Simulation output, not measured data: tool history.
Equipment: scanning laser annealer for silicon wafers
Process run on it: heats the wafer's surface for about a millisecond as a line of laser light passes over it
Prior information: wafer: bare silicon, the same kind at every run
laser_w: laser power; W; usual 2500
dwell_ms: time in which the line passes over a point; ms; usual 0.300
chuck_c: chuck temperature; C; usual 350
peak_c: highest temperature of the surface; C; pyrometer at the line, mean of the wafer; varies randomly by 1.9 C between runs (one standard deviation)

run,hour,laser_w,dwell_ms,chuck_c,peak_c
1,0.0,2500,0.300,350,1142
2,45.7,2500,0.300,350,1142
3,98.7,2500,0.300,350,1139
4,156.3,2500,0.300,350,1136
5,191.0,2500,0.300,350,1137
# hour 199.5: optics aligned, line set to its width
6,247.1,2500,0.300,350,1151
7,295.5,2277,0.235,335,957
8,352.0,2277,0.235,335,954
9,413.4,2277,0.231,335,944
10,466.7,2277,0.276,378,1050
11,511.2,2399,0.279,371,1091

4 ways to go on from here, each from the tool as it stands after run 11. What would each give?
A,561.5,2647,0.315,338,?
B,561.5,2212,0.327,380,?
C,561.5,2197,0.278,383,?
D,561.5,2591,0.321,371,?

run,peak_c
A,1209
B,1089
C,1023
D,1227
Take away the tool's hidden state, keep each run's random variation, and the runs would have read:
run,peak_c
A,1233
B,1109
C,1041
D,1251
